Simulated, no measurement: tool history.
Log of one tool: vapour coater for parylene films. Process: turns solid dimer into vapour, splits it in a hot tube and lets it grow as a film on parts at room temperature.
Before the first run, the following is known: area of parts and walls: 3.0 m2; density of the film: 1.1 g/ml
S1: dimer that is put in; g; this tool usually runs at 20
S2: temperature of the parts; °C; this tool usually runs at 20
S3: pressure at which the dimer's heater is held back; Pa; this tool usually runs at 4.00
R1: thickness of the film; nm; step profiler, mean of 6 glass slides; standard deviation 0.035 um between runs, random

Run 1, hour 0.0: usual settings. Result: R1 4080 nm.
Run 2, hour 66.6: usual settings but S3 3.60 Pa. Result: R1 4100 nm.
Run 3, hour 141.6: usual settings but S3 5.78 Pa. Result: R1 3740 nm.
At hour 156.7: trap's valve overhauled.
Run 4, hour 190.0: usual settings but S3 5.78 Pa. Result: R1 3570 nm.
Run 5, hour 269.7: usual settings but S3 5.78 Pa. Result: R1 3500 nm.
At hour 304.9: trap's valve overhauled, once more.
Run 6, hour 347.9: usual settings but S1 30 g. Result: R1 6770 nm.
Run 7, hour 425.4: usual settings but S1 11 g, S3 9.15 Pa. Result: R1 2170 nm.
Run 8, hour 498.2: usual settings but S1 9 g, S2 27 °C, S3 9.63 Pa. Result: R1 1420 nm.
Run 9, hour 572.5: usual settings but S1 27 g, S2 18 °C. Result: R1 6080 nm.
Run 10, hour 649.4: usual settings but S1 11 g. Result: R1 2230 nm.

Here are 4 independent what-if runs from the current tool condition. What would each one return?
Run A, hour 685.7: usual settings but S1 11 g, S3 4.78 Pa. Result: R1 ?.
Run B, hour 685.7: usual settings but S1 11 g, S2 22 °C, S3 2.16 Pa. Result: R1 ?.
Run C, hour 685.7: usual settings but S1 31 g. Result: R1 ?.
Run D, hour 685.7: usual settings but S1 33 g, S2 29 °C, S3 2.45 Pa. Result: R1 ?.

run    R1
  A  2200
  B  2290
  C  6260
  D  5540
With the hidden condition removed and each run's random variation left untouched, the same runs would have given:
run    R1
  A  2430
  B  2540
  C  6920
  D  6120
